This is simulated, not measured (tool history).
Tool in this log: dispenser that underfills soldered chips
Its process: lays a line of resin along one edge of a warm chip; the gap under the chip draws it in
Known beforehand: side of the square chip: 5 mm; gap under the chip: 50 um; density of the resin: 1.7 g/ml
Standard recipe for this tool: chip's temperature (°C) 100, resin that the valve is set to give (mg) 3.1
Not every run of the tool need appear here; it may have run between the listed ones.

| run | hour | chip's temperature (°C) | resin that the valve is set to give (mg) | time until the resin shows at the far edge (s) | resin that the valve gave (mg) |
|---|---|---|---|---|---|
| 1 | 0 | 100 | 3.1 | 39.7 | 3.08 |
|  | 4 | new syringe of resin |
| 2 | 4.2 | 100 | 3.1 | 33.3 | 3.07 |
| 3 | 9.3 | 86 | 3.1 | 71.9 | 3.07 |
| 4 | 15.3 | 86 | 3.1 | 84 | 3.07 |
|  | 16.9 | new syringe of resin |
| 5 | 20.4 | 86 | 3.29 | 68.6 | 3.27 |
| 6 | 26.1 | 86 | 3.29 | 79.2 | 3.26 |
|  | 29.3 | new syringe of resin |
| 7 | 29.3 | 100 | 3.1 | 31.5 | 3.06 |
| 8 | 32.5 | 100 | 3.1 | 34.6 | 3.06 |
| 9 | 35.7 | 100 | 3.1 | 38.4 | 3.07 |
| 10 | 41 | 111 | 3.1 | 26.2 | 3.04 |
|  | 41.8 | new syringe of resin |
| 11 | 43.8 | 111 | 3.1 | 20.8 | 3.08 |
| 12 | 47.4 | 111 | 3.1 | 22.6 | 3.05 |
| 13 | 50.7 | 105 | 3.1 | 32 | 3.03 |
|  | 54.5 | new syringe of resin |
| 14 | 56.8 | 105 | 3.1 | 27.7 | 3.03 |
| 15 | 62.7 | 90 | 2.89 | 66.3 | 2.84 |
|  | 67 | new syringe of resin |
| 16 | 67 | 103 | 3.1 | 29.4 | 3.04 |
| 17 | 70.4 | 88 | 2.83 | 65.7 | 2.76 |
| 18 | 74.8 | 88 | 2.83 | 74.2 | 2.77 |
|  | 79.6 | new syringe of resin |
| 19 | 79.8 | 88 | 2.83 | 60.3 | 2.77 |
| 20 | 84.7 | 108 | 3.9 | 25.2 | 3.8 |
| 21 | 90.7 | 108 | 3.9 | 29.1 | 3.77 |
|  | 92.4 | new syringe of resin |
| 22 | 96.6 | 108 | 3.9 | 25 | 3.76 |
| 23 | 99.3 | 108 | 3.9 | 27 | 3.78 |
| 24 | 104.2 | 108 | 2.85 | 31.9 | 2.76 |
|  | 105.2 | new syringe of resin |
| 25 | 108.9 | 110 | 3.11 | 23.2 | 2.98 |
| 26 | 114.8 | 94 | 3.72 | 54.2 | 3.57 |
|  | 117.8 | new syringe of resin |
| 27 | 120.4 | 96 | 2.75 | 43.2 | 2.65 |
| 28 | 124.7 | 92 | 3.54 | 55.1 | 3.4 |

4 options for the next run, each taken on its own from the tool as it stands now. Forecast them:
| A | 127.6 | 95 | 2.73 | ? | ? |
| B | 127.6 | 98 | 3.98 | ? | ? |
| C | 127.6 | 110 | 3.06 | ? | ? |
| D | 127.6 | 85 | 2.99 | ? | ? |

| run | time until the resin shows at the far edge (s) | resin that the valve gave (mg) |
|---|---|---|
| A | 55.2 | 2.63 |
| B | 44.2 | 3.82 |
| C | 26.9 | 2.94 |
| D | 85.8 | 2.87 |
Stripped of hidden state, with their random variation kept, the same runs would have yielded:
| run | time until the resin shows at the far edge (s) | resin that the valve gave (mg) |
|---|---|---|
| A | 41.1 | 2.74 |
| B | 33.4 | 3.98 |
| C | 20.2 | 3.07 |
| D | 64.2 | 2.99 |
